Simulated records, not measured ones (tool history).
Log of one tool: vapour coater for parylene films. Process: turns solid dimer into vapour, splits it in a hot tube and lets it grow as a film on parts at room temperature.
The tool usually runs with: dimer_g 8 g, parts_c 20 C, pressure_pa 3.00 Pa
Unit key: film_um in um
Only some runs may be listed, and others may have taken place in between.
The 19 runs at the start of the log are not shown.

run,day,dimer_g,parts_c,pressure_pa,film_um
20,17.346,12,20,4.82,4.39
21,18.438,6,20,3.00,2.28
22,19.388,6,20,3.00,2.28
23,20.217,6,20,3.00,2.20
24,20.921,6,20,3.00,2.30
25,22.012,4,25,2.68,1.22
26,23.250,12,18,5.08,4.77
27,24.538,12,18,5.08,4.73
28,25.142,8,31,3.00,1.78
29,26.312,8,31,3.00,1.78
# day 27.038: trap's valve overhauled
30,27.158,8,31,3.00,1.80
31,28.079,6,13,3.88,2.69
32,29.021,3,26,3.00,0.85
33,29.967,3,14,4.94,1.35
34,30.804,8,15,3.00,3.60

Predict the results of run 35:
35,31.821,8,15,3.00,?

Run 35 yielded film_um 3.56 um.
Had the tool carried no hidden state, the very same run would have given film_um 3.57 um.
